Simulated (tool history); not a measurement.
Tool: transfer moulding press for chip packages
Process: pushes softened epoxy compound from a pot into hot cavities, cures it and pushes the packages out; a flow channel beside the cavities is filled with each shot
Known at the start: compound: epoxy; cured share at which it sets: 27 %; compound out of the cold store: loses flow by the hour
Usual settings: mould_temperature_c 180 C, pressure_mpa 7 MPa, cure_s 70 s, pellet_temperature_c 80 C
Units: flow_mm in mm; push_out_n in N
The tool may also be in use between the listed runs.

| run | hour | mould_temperature_c | pressure_mpa | cure_s | pellet_temperature_c | incoming compound's hours out of the cold store | flow_mm | push_out_n |
|---|---|---|---|---|---|---|---|---|
| 1 | 0 | 180 | 7 | 70 | 80 | 45.4 | 820 | 1183 |
|  | 35.7 | cavities cleaned with cleaning compound and waxed |
| 2 | 58.2 | 180 | 7 | 70 | 80 | 20.2 | 904 | 1105 |
|  | 112 | cavities cleaned with cleaning compound and waxed |
| 3 | 144.3 | 176 | 7 | 70 | 80 | 26.3 | 873 | 1738 |
|  | 182.6 | plunger's sealing rings changed |
|  | 189.1 | cavities cleaned with cleaning compound and waxed |
| 4 | 231.2 | 180 | 7 | 64 | 80 | 43.1 | 863 | 1565 |
|  | 262.1 | cavities cleaned with cleaning compound and waxed |
| 5 | 290.6 | 180 | 5.47 | 70 | 80 | 40.9 | 746 | 1154 |
| 6 | 329 | 180 | 5.47 | 70 | 80 | 16.9 | 829 | 1475 |
|  | 338 | cavities cleaned with cleaning compound and waxed |
|  | 411.9 | cavities cleaned with cleaning compound and waxed |
| 7 | 416.2 | 180 | 5.47 | 70 | 80 | 27.1 | 767 | 857 |
| 8 | 476.5 | 180 | 7.58 | 70 | 80 | 16.2 | 916 | 1448 |
|  | 485.8 | cavities cleaned with cleaning compound and waxed |
|  | 510.8 | plunger's sealing rings changed |
| 9 | 551.9 | 180 | 7.58 | 70 | 80 | 17.4 | 998 | 1425 |
|  | 562.2 | cavities cleaned with cleaning compound and waxed |
| 10 | 594.2 | 173 | 7 | 70 | 80 | 8.2 | 1009 | 2122 |
|  | 630.6 | mould's thermocouples calibrated |
|  | 639.7 | cavities cleaned with cleaning compound and waxed |
| 11 | 659.5 | 173 | 7 | 70 | 80 | 32.5 | 907 | 1770 |
| 12 | 698 | 180 | 7 | 70 | 74 | 28.2 | 875 | 1402 |
|  | 713 | cavities cleaned with cleaning compound and waxed |
| 13 | 734.9 | 180 | 7 | 70 | 80 | 40.5 | 827 | 1092 |
| 14 | 775.9 | 180 | 7 | 80 | 85 | 9.2 | 927 | 1034 |
|  | 784 | cavities cleaned with cleaning compound and waxed |
| 15 | 819 | 187 | 5.89 | 103 | 81 | 34.9 | 737 | 598 |
|  | 838.5 | plunger's sealing rings changed |
|  | 858.2 | cavities cleaned with cleaning compound and waxed |
| 16 | 900.8 | 185 | 5.24 | 54 | 83 | 20.4 | 786 | 1968 |
|  | 932.3 | cavities cleaned with cleaning compound and waxed |
| 17 | 939.8 | 187 | 5.47 | 73 | 74 | 33.6 | 749 | 543 |
|  | 1003.8 | cavities cleaned with cleaning compound and waxed |
| 18 | 1003.8 | 187 | 5.47 | 73 | 74 | 25.2 | 768 | 454 |
| 19 | 1059.4 | 180 | 7.27 | 55 | 80 | 33.9 | 855 | 2469 |
|  | 1078.9 | cavities cleaned with cleaning compound and waxed |
| 20 | 1134.3 | 180 | 7.27 | 55 | 80 | 43.1 | 822 | 2344 |
|  | 1157.7 | cavities cleaned with cleaning compound and waxed |
|  | 1165.5 | plunger's sealing rings changed |
| 21 | 1210.1 | 180 | 6.87 | 70 | 80 | 47.4 | 837 | 1331 |
|  | 1231.2 | cavities cleaned with cleaning compound and waxed |
| 22 | 1269.3 | 179 | 8.06 | 70 | 80 | 48 | 898 | 1339 |
|  | 1306.6 | cavities cleaned with cleaning compound and waxed |
| 23 | 1353.1 | 179 | 6.35 | 70 | 88 | 40.2 | 802 | 1348 |
|  | 1380 | cavities cleaned with cleaning compound and waxed |
| 24 | 1438.5 | 173 | 6.48 | 89 | 86 | 31.2 | 842 | 1255 |
|  | 1453.9 | cavities cleaned with cleaning compound and waxed |
| 25 | 1475.6 | 173 | 6.48 | 89 | 86 | 47.1 | 775 | 1019 |

4 ways to go on from here, each from the tool as it stands after run 25. What would each give?
|  | 1496.2 | plunger's sealing rings changed |
|  | 1528.3 | cavities cleaned with cleaning compound and waxed |
| A | 1559.8 | 182 | 6.48 | 89 | 75 | 17.5 | ? | ? |
|  | 1496.2 | plunger's sealing rings changed |
|  | 1528.3 | cavities cleaned with cleaning compound and waxed |
| B | 1559.8 | 173 | 6.48 | 60 | 82 | 44.8 | ? | ? |
|  | 1496.2 | plunger's sealing rings changed |
|  | 1528.3 | cavities cleaned with cleaning compound and waxed |
| C | 1559.8 | 180 | 6.85 | 58 | 88 | 28.3 | ? | ? |
|  | 1496.2 | plunger's sealing rings changed |
|  | 1528.3 | cavities cleaned with cleaning compound and waxed |
| D | 1559.8 | 180 | 7 | 53 | 80 | 20.5 | ? | ? |

| run | flow_mm | push_out_n |
|---|---|---|
| A | 910 | 695 |
| B | 853 | 2576 |
| C | 911 | 1960 |
| D | 937 | 2403 |
Without the tool's hidden state the same runs would have given:
| run | flow_mm | push_out_n |
|---|---|---|
| A | 923 | 397 |
| B | 864 | 1473 |
| C | 924 | 1100 |
| D | 950 | 1369 |
